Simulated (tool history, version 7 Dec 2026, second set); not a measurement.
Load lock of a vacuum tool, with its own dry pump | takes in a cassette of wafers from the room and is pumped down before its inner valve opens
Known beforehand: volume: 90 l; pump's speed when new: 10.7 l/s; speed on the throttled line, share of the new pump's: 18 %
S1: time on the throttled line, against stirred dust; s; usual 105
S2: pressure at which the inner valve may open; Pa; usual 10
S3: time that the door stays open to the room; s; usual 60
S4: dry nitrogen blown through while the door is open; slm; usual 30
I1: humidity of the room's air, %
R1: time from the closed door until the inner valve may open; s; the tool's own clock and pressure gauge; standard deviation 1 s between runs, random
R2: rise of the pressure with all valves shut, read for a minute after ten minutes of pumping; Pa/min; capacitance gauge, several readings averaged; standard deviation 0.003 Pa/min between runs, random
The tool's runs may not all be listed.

{"run": 1, "hour": 0.0, "S1": 105, "S2": 10, "S3": 60, "S4": 30, "I1": 42.0, "R1": 188.5, "R2": 0.024}
{"run": 2, "hour": 92.1, "S1": 68, "S2": 10, "S3": 60, "S4": 30, "I1": 43.9, "R1": 160.7, "R2": 0.028}
{"run": 3, "hour": 181.3, "S1": 68, "S2": 10, "S3": 60, "S4": 30, "I1": 42.9, "R1": 158.8, "R2": 0.028}
{"run": 4, "hour": 236.5, "S1": 68, "S2": 10, "S3": 60, "S4": 30, "I1": 44.2, "R1": 162.2, "R2": 0.025}
{"run": 5, "hour": 308.0, "S1": 68, "S2": 10, "S3": 60, "S4": 30, "I1": 46.5, "R1": 162.7, "R2": 0.032}
{"run": 6, "hour": 359.9, "S1": 68, "S2": 10, "S3": 60, "S4": 30, "I1": 47.4, "R1": 160.2, "R2": 0.036}
{"hour": 395.7, "done": "dry pump taken out, an overhauled one fitted"}
{"run": 7, "hour": 461.7, "S1": 105, "S2": 10, "S3": 60, "S4": 30, "I1": 45.8, "R1": 164.0, "R2": 0.034}
{"run": 8, "hour": 529.6, "S1": 105, "S2": 10, "S3": 60, "S4": 30, "I1": 45.2, "R1": 166.3, "R2": 0.027}
{"run": 9, "hour": 619.8, "S1": 105, "S2": 10, "S3": 60, "S4": 30, "I1": 49.4, "R1": 165.8, "R2": 0.026}
{"run": 10, "hour": 671.4, "S1": 105, "S2": 10, "S3": 60, "S4": 11, "I1": 46.3, "R1": 164.1, "R2": 0.04}
{"run": 11, "hour": 716.2, "S1": 105, "S2": 10, "S3": 60, "S4": 11, "I1": 41.9, "R1": 164.3, "R2": 0.042}
{"run": 12, "hour": 799.7, "S1": 105, "S2": 10, "S3": 60, "S4": 11, "I1": 45.2, "R1": 165.2, "R2": 0.044}
{"run": 13, "hour": 860.2, "S1": 105, "S2": 10, "S3": 60, "S4": 39, "I1": 42.9, "R1": 165.5, "R2": 0.026}
{"run": 14, "hour": 961.9, "S1": 105, "S2": 10, "S3": 60, "S4": 39, "I1": 43.9, "R1": 165.3, "R2": 0.032}
{"run": 15, "hour": 1045.3, "S1": 105, "S2": 10, "S3": 60, "S4": 39, "I1": 47.9, "R1": 164.3, "R2": 0.038}
{"run": 16, "hour": 1099.5, "S1": 105, "S2": 20, "S3": 60, "S4": 39, "I1": 47.2, "R1": 158.9, "R2": 0.032}
{"run": 17, "hour": 1171.5, "S1": 105, "S2": 20, "S3": 60, "S4": 11, "I1": 43.8, "R1": 160.2, "R2": 0.043}
{"run": 18, "hour": 1261.4, "S1": 105, "S2": 20, "S3": 72, "S4": 11, "I1": 42.5, "R1": 158.7, "R2": 0.038}
{"run": 19, "hour": 1333.8, "S1": 193, "S2": 10, "S3": 168, "S4": 5, "I1": 43.9, "R1": 237.9, "R2": 0.069}
{"run": 20, "hour": 1422.1, "S1": 105, "S2": 7, "S3": 60, "S4": 30, "I1": 47.4, "R1": 170.2, "R2": 0.036}
{"run": 21, "hour": 1515.0, "S1": 105, "S2": 7, "S3": 60, "S4": 30, "I1": 44.6, "R1": 168.1, "R2": 0.039}
{"run": 22, "hour": 1603.9, "S1": 105, "S2": 10, "S3": 62, "S4": 30, "I1": 43.6, "R1": 165.1, "R2": 0.04}
{"run": 23, "hour": 1654.4, "S1": 153, "S2": 18, "S3": 51, "S4": 11, "I1": 46.9, "R1": 199.2, "R2": 0.047}
{"run": 24, "hour": 1742.0, "S1": 105, "S2": 10, "S3": 52, "S4": 5, "I1": 43.6, "R1": 165.3, "R2": 0.049}
{"run": 25, "hour": 1828.9, "S1": 56, "S2": 10, "S3": 52, "S4": 12, "I1": 42.6, "R1": 126.6, "R2": 0.04}
{"run": 26, "hour": 1921.6, "S1": 84, "S2": 18, "S3": 93, "S4": 12, "I1": 37.9, "R1": 143.6, "R2": 0.05}
{"run": 27, "hour": 2007.4, "S1": 83, "S2": 10, "S3": 26, "S4": 30, "I1": 46.4, "R1": 149.4, "R2": 0.034}
{"run": 28, "hour": 2051.5, "S1": 135, "S2": 20, "S3": 60, "S4": 30, "I1": 45.6, "R1": 186.5, "R2": 0.043}
{"run": 29, "hour": 2142.5, "S1": 135, "S2": 20, "S3": 60, "S4": 30, "I1": 44.6, "R1": 186.3, "R2": 0.041}
{"run": 30, "hour": 2215.6, "S1": 115, "S2": 13, "S3": 229, "S4": 30, "I1": 47.3, "R1": 173.9, "R2": 0.058}
{"run": 31, "hour": 2316.6, "S1": 144, "S2": 13, "S3": 60, "S4": 30, "I1": 45.0, "R1": 198.0, "R2": 0.043}
{"run": 32, "hour": 2411.2, "S1": 144, "S2": 13, "S3": 60, "S4": 30, "I1": 40.9, "R1": 196.3, "R2": 0.05}
{"run": 33, "hour": 2465.2, "S1": 67, "S2": 10, "S3": 60, "S4": 19, "I1": 47.2, "R1": 137.2, "R2": 0.044}
{"run": 34, "hour": 2545.8, "S1": 67, "S2": 10, "S3": 86, "S4": 20, "I1": 39.7, "R1": 137.8, "R2": 0.05}
{"run": 35, "hour": 2618.9, "S1": 105, "S2": 8, "S3": 60, "S4": 30, "I1": 46.0, "R1": 171.5, "R2": 0.052}
{"run": 36, "hour": 2717.0, "S1": 105, "S2": 8, "S3": 60, "S4": 25, "I1": 48.7, "R1": 168.7, "R2": 0.052}

A few steps of R1 between consecutive runs. Split each: what settings, incoming material and random variation would produce without the hidden state, and what is left over for the hidden state, along with gauge scatter present in only one of the two compared results (measured, and without hidden state):
What the log doesn't record here: pump's speed, % of a new pump's; leak at the door's seal, Pa l/s; drift of the gauge itself on ready_s, %; drift of the gauge itself on rise_pa_min, %.
Run 1 -> 2: S1 105 -> 68. R1 -27.8 s: hidden state +3.0, all else -30.8.
Run 6 -> 7: S1 68 -> 105, dry pump taken out, an overhauled one fitted. R1 +3.8 s: hidden state -27.2, all else +31.0.
Run 18 -> 19: S1 105 -> 193, S2 20 -> 10, S3 72 -> 168, S4 11 -> 5. R1 +79.2 s: hidden state -0.2, all else +79.4.
Run 19 -> 20: S1 193 -> 105, S2 10 -> 7, S3 168 -> 60, S4 5 -> 30. R1 -67.7 s: hidden state +0.7, all else -68.4.
Run 32 -> 33: S1 144 -> 67, S2 13 -> 10, S4 30 -> 19. R1 -59.1 s: hidden state +1.2, all else -60.3.

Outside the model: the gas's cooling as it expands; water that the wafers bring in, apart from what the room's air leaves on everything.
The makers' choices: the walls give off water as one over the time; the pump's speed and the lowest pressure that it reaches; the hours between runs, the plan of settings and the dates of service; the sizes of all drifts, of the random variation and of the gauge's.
